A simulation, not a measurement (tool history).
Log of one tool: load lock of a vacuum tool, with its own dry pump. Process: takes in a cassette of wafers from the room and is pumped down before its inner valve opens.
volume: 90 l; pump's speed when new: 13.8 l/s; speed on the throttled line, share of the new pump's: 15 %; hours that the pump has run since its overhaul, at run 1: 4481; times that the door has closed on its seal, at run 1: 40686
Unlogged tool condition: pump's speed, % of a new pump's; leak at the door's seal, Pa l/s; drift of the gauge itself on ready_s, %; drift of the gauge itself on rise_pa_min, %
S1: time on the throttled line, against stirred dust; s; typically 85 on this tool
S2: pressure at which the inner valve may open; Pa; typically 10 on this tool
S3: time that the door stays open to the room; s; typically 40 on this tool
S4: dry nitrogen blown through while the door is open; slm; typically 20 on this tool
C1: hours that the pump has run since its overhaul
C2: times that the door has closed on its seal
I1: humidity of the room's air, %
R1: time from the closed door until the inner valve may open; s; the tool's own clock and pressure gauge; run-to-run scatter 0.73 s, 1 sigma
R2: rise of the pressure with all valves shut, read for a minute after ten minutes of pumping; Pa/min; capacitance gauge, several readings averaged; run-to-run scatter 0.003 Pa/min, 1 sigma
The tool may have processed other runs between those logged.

run 1 hour=0 | S1=85 S2=10 S3=40 S4=20 | C1=4481 C2=40686 | I1=44.5 | R1=135.6 R2=0.282
run 2 hour=157 | S1=85 S2=10 S3=40 S4=20 | C1=4638 C2=41063 | I1=45.5 | R1=136.5 R2=0.288
run 3 hour=262.2 | S1=85 S2=10 S3=40 S4=20 | C1=4743 C2=41315 | I1=44.6 | R1=136.4 R2=0.284
run 4 hour=355.6 | S1=85 S2=10 S3=40 S4=20 | C1=4836 C2=41539 | I1=45.6 | R1=136.5 R2=0.289
run 5 hour=568.3 | S1=85 S2=10 S3=40 S4=20 | C1=5049 C2=42049 | I1=41.8 | R1=134.8 R2=0.289
run 6 hour=787.4 | S1=85 S2=10 S3=40 S4=20 | C1=5268 C2=42575 | I1=47 | R1=137.7 R2=0.302
run 7 hour=997.6 | S1=85 S2=10 S3=40 S4=20 | C1=5478 C2=43079 | I1=41.3 | R1=136.2 R2=0.298
run 8 hour=1103.9 | S1=85 S2=10 S3=40 S4=20 | C1=5585 C2=43334 | I1=44.8 | R1=136.2 R2=0.307
run 9 hour=1325.6 | S1=85 S2=10 S3=40 S4=7 | C1=5806 C2=43866 | I1=43.8 | R1=136.5 R2=0.33
run 10 hour=1469.6 | S1=85 S2=10 S3=40 S4=7 | C1=5950 C2=44212 | I1=44.6 | R1=136.1 R2=0.333
run 11 hour=1564.2 | S1=85 S2=10 S3=40 S4=33 | C1=6045 C2=44438 | I1=44.2 | R1=137 R2=0.305
run 12 hour=1669.7 | S1=85 S2=10 S3=40 S4=20 | C1=6150 C2=44692 | I1=43.9 | R1=137.4 R2=0.328
run 13 hour=1892.5 | S1=85 S2=10 S3=40 S4=20 | C1=6373 C2=45226 | I1=45.5 | R1=138 R2=0.33
run 14 hour=2082 | S1=85 S2=14 S3=40 S4=20 | C1=6563 C2=45681 | I1=49.4 | R1=133.1 R2=0.342
run 15 hour=2254.6 | S1=85 S2=14 S3=40 S4=20 | C1=6735 C2=46095 | I1=43.3 | R1=134 R2=0.346
run 16 hour=2461 | S1=85 S2=14 S3=40 S4=20 | C1=6942 C2=46590 | I1=43.1 | R1=135.4 R2=0.349
run 17 hour=2555.8 | S1=85 S2=14 S3=40 S4=20 | C1=7037 C2=46817 | I1=44.9 | R1=135.7 R2=0.348
run 18 hour=2772.5 | S1=139 S2=8 S3=29 S4=17 | C1=7253 C2=47337 | I1=44.7 | R1=185.6 R2=0.35
run 19 hour=2873.4 | S1=84 S2=12 S3=113 S4=5 | C1=7354 C2=47579 | I1=43.9 | R1=133.9 R2=0.394
run 20 hour=3074.7 | S1=85 S2=10 S3=65 S4=8 | C1=7555 C2=48062 | I1=47.7 | R1=137.1 R2=0.391
run 21 hour=3178.4 | S1=85 S2=7 S3=106 S4=20 | C1=7659 C2=48311 | I1=44.9 | R1=141.5 R2=0.378
run 22 hour=3327.8 | S1=118 S2=13 S3=85 S4=38 | C1=7809 C2=48670 | I1=48.2 | R1=163.8 R2=0.375
run 23 hour=3518.7 | S1=118 S2=13 S3=85 S4=38 | C1=7999 C2=49128 | I1=43.5 | R1=164.4 R2=0.377
run 24 hour=3731.1 | S1=112 S2=19 S3=85 S4=36 | C1=8212 C2=49637 | I1=45.1 | R1=154.9 R2=0.385
run 25 hour=3867.6 | S1=112 S2=19 S3=85 S4=36 | C1=8348 C2=49965 | I1=45.9 | R1=155.2 R2=0.383
run 26 hour=3969.5 | S1=148 S2=18 S3=217 S4=24 | C1=8450 C2=50209 | I1=43.8 | R1=185.8 R2=0.419
run 27 hour=4117.9 | S1=141 S2=18 S3=217 S4=24 | C1=8599 C2=50565 | I1=44.1 | R1=181 R2=0.423
run 28 hour=4236.8 | S1=85 S2=10 S3=212 S4=7 | C1=8717 C2=50850 | I1=41.2 | R1=139.2 R2=0.453
run 29 hour=4414.1 | S1=85 S2=8 S3=212 S4=5 | C1=8895 C2=51276 | I1=47.1 | R1=140.2 R2=0.482

3 ways to go on from here, each from the tool as it stands after run 29. What would each give?
run A hour=4522.7 | S1=85 S2=17 S3=160 S4=8 | C1=9003 C2=51536 | I1=43.7 | R1=? R2=?
run B hour=4522.7 | S1=49 S2=10 S3=40 S4=20 | C1=9003 C2=51536 | I1=44.6 | R1=? R2=?
run C hour=4522.7 | S1=85 S2=7 S3=212 S4=21 | C1=9003 C2=51536 | I1=44.4 | R1=? R2=?

run=A R1=134.7 R2=0.452
run=B R1=108.6 R2=0.397
run=C R1=141.1 R2=0.442
What these runs would have given with no unlogged condition in the tool:
run=A R1=129.6 R2=0.083
run=B R1=102.5 R2=0.033
run=C R1=135.2 R2=0.073
